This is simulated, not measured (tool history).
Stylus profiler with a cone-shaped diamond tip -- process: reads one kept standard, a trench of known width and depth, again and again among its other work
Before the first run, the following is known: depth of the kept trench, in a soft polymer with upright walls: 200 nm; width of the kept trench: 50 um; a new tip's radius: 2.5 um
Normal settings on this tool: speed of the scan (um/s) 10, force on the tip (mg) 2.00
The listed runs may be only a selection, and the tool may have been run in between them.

| run | hour | speed of the scan (um/s) | force on the tip (mg) | depth of the trench (nm) | width of the trench's floor (nm) |
|---|---|---|---|---|---|
| 1 | 0.0 | 10 | 2.00 | 201.88 | 47370 |
| 2 | 12.7 | 10 | 2.00 | 201.78 | 47330 |
| 3 | 30.0 | 10 | 2.00 | 201.54 | 47300 |
| 4 | 50.7 | 10 | 2.00 | 201.63 | 47290 |
| 5 | 70.2 | 15 | 2.00 | 201.71 | 47260 |
| 6 | 85.2 | 10 | 2.00 | 201.79 | 47280 |
| 7 | 99.4 | 10 | 1.17 | 201.01 | 47260 |
| 8 | 112.1 | 10 | 1.17 | 201.14 | 47240 |
| 9 | 130.2 | 10 | 1.17 | 201.16 | 47160 |
| 10 | 146.6 | 10 | 1.17 | 201.22 | 47230 |
| 11 | 158.4 | 10 | 0.90 | 200.98 | 47210 |
| 12 | 182.5 | 10 | 0.90 | 200.85 | 47140 |
| 13 | 202.5 | 10 | 0.90 | 200.68 | 47160 |
| 14 | 216.3 | 13 | 2.00 | 201.86 | 47150 |
| 15 | 234.3 | 13 | 2.00 | 201.72 | 47150 |
| 16 | 258.9 | 10 | 2.00 | 201.60 | 47150 |
| 17 | 269.2 | 10 | 2.00 | 201.60 | 47130 |
| 18 | 287.4 | 10 | 2.00 | 201.65 | 47140 |
| 19 | 305.0 | 10 | 2.00 | 201.61 | 47110 |
| 20 | 321.9 | 2 | 5.73 | 203.86 | 47120 |
| 21 | 337.9 | 11 | 1.10 | 200.95 | 47080 |
| 22 | 353.7 | 3 | 2.98 | 202.41 | 47100 |
| 23 | 376.2 | 3 | 1.79 | 201.56 | 47100 |
| 24 | 398.2 | 3 | 1.79 | 201.61 | 47070 |
| 25 | 417.1 | 3 | 0.85 | 200.57 | 47070 |
| 26 | 431.4 | 15 | 5.18 | 203.57 | 46990 |
| 27 | 452.7 | 15 | 5.18 | 203.59 | 47000 |
| 28 | 476.1 | 15 | 5.18 | 203.62 | 46980 |

Forecast run 29:
| 29 | 490.9 | 15 | 5.18 | ? | ? |

Run 29 measured depth of the trench (nm) 203.59, width of the trench's floor (nm) 46990.
Take away the tool's hidden state, keep the run-to-run variation as it was, and the same run would have given depth of the trench (nm) 204.21, width of the trench's floor (nm) 48000.
